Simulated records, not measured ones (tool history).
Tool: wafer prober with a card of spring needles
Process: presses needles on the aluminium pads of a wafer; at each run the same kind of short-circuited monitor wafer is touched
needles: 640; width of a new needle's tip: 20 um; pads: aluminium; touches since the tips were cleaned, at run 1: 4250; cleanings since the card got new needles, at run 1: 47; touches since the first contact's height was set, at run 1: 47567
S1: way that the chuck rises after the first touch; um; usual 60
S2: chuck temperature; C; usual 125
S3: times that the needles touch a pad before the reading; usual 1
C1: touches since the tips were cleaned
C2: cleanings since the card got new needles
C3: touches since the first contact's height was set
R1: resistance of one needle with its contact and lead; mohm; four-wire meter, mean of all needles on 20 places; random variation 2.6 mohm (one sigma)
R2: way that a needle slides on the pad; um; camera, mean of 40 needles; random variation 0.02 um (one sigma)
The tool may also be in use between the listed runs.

| run | hour | S1 | S2 | S3 | C1 | C2 | C3 | R1 | R2 |
|---|---|---|---|---|---|---|---|---|---|
| 1 | 0.0 | 60 | 125 | 1 | 4250 | 47 | 47567 | 420 | 11.35 |
|  | 10.3 | tips cleaned on abrasive film |
| 2 | 21.9 | 75 | 125 | 1 | 3866 | 48 | 54812 | 377 | 14.19 |
|  | 33.9 | tips cleaned on abrasive film |
| 3 | 43.8 | 75 | 125 | 1 | 3282 | 49 | 62029 | 381 | 14.11 |
|  | 57.8 | tips cleaned on abrasive film |
| 4 | 76.7 | 75 | 102 | 1 | 6287 | 50 | 72937 | 388 | 14.09 |
|  | 79.7 | tips cleaned on abrasive film |
| 5 | 98.3 | 60 | 80 | 1 | 6165 | 51 | 80059 | 451 | 11.25 |
|  | 104.4 | tips cleaned on abrasive film |
| 6 | 116.5 | 78 | 80 | 1 | 4030 | 52 | 86088 | 371 | 14.62 |
|  | 126.8 | tips cleaned on abrasive film |
| 7 | 130.9 | 60 | 125 | 1 | 1369 | 53 | 90820 | 370 | 11.17 |
|  | 149.8 | tips cleaned on abrasive film |
| 8 | 154.7 | 60 | 125 | 1 | 1630 | 54 | 98687 | 378 | 11.14 |
|  | 172.2 | tips cleaned on abrasive film |
| 9 | 179.5 | 60 | 125 | 1 | 2428 | 55 | 106889 | 408 | 11.13 |
|  | 196.3 | tips cleaned on abrasive film |
| 10 | 203.9 | 60 | 125 | 1 | 2535 | 56 | 114951 | 418 | 11.11 |
|  | 212.9 | height of the first contact set anew |
|  | 219.3 | tips cleaned on abrasive film |
| 11 | 222.3 | 60 | 125 | 1 | 977 | 57 | 3063 | 353 | 11.41 |
| 12 | 239.1 | 61 | 125 | 1 | 6559 | 57 | 8645 | 444 | 11.60 |
|  | 241.2 | tips cleaned on abrasive film |
|  | 263.5 | tips cleaned on abrasive film |
| 13 | 267.1 | 61 | 125 | 1 | 1178 | 59 | 17868 | 361 | 11.58 |
| 14 | 283.3 | 60 | 125 | 1 | 6556 | 59 | 23246 | 449 | 11.37 |
|  | 287.0 | tips cleaned on abrasive film |
| 15 | 297.6 | 65 | 111 | 2 | 3530 | 60 | 27982 | 352 | 12.36 |
|  | 309.9 | tips cleaned on abrasive film |
| 16 | 323.6 | 65 | 111 | 2 | 4560 | 61 | 36570 | 367 | 12.32 |
|  | 333.4 | tips cleaned on abrasive film |
| 17 | 339.3 | 66 | 125 | 1 | 1941 | 62 | 41737 | 376 | 12.45 |
|  | 358.2 | tips cleaned on abrasive film |
| 18 | 371.0 | 79 | 125 | 3 | 4259 | 63 | 52226 | 324 | 14.92 |
|  | 381.1 | tips cleaned on abrasive film |
|  | 403.8 | tips cleaned on abrasive film |
| 19 | 404.4 | 63 | 125 | 1 | 175 | 65 | 63238 | 326 | 11.78 |
| 20 | 418.1 | 63 | 125 | 1 | 4726 | 65 | 67789 | 429 | 11.83 |
|  | 426.9 | tips cleaned on abrasive film |
| 21 | 442.5 | 56 | 122 | 2 | 5179 | 66 | 75880 | 399 | 10.48 |
|  | 449.5 | tips cleaned on abrasive film |
| 22 | 469.8 | 73 | 26 | 1 | 6741 | 67 | 84889 | 405 | 13.68 |
|  | 471.7 | tips cleaned on abrasive film |
|  | 494.0 | tips cleaned on abrasive film |
| 23 | 494.4 | 55 | 125 | 1 | 151 | 69 | 93005 | 333 | 10.21 |
| 24 | 510.0 | 55 | 50 | 1 | 5333 | 69 | 98187 | 477 | 10.23 |
|  | 517.4 | tips cleaned on abrasive film |
| 25 | 526.3 | 60 | 50 | 2 | 2942 | 70 | 103534 | 363 | 11.19 |
|  | 539.4 | tips cleaned on abrasive film |
| 26 | 549.1 | 62 | 37 | 2 | 3227 | 71 | 111100 | 358 | 11.52 |
|  | 562.6 | tips cleaned on abrasive film |
|  | 568.7 | height of the first contact set anew |
| 27 | 576.2 | 62 | 37 | 2 | 4412 | 72 | 2493 | 363 | 11.82 |
|  | 585.1 | tips cleaned on abrasive film |
| 28 | 596.4 | 62 | 37 | 2 | 3776 | 73 | 9183 | 352 | 11.76 |

Forecast each of these 5 alternatives for the next run:
|  | 607.4 | tips cleaned on abrasive film |
| A | 619.6 | 75 | 59 | 3 | 4041 | 74 | 16841 | ? | ? |
|  | 607.4 | tips cleaned on abrasive film |
| B | 619.6 | 56 | 112 | 1 | 4041 | 74 | 16841 | ? | ? |
|  | 607.4 | tips cleaned on abrasive film |
| C | 619.6 | 62 | 28 | 2 | 4041 | 74 | 16841 | ? | ? |
|  | 607.4 | tips cleaned on abrasive film |
| D | 619.6 | 79 | 104 | 1 | 4041 | 74 | 16841 | ? | ? |
|  | 607.4 | tips cleaned on abrasive film |
| E | 619.6 | 52 | 94 | 3 | 4041 | 74 | 16841 | ? | ? |

| run | R1 | R2 |
|---|---|---|
| A | 317 | 14.27 |
| B | 459 | 10.66 |
| C | 364 | 11.79 |
| D | 383 | 15.03 |
| E | 361 | 9.85 |
Without the tool's hidden state the same runs would have given:
| run | R1 | R2 |
|---|---|---|
| A | 278 | 14.30 |
| B | 295 | 10.69 |
| C | 270 | 11.83 |
| D | 293 | 15.07 |
| E | 290 | 9.89 |
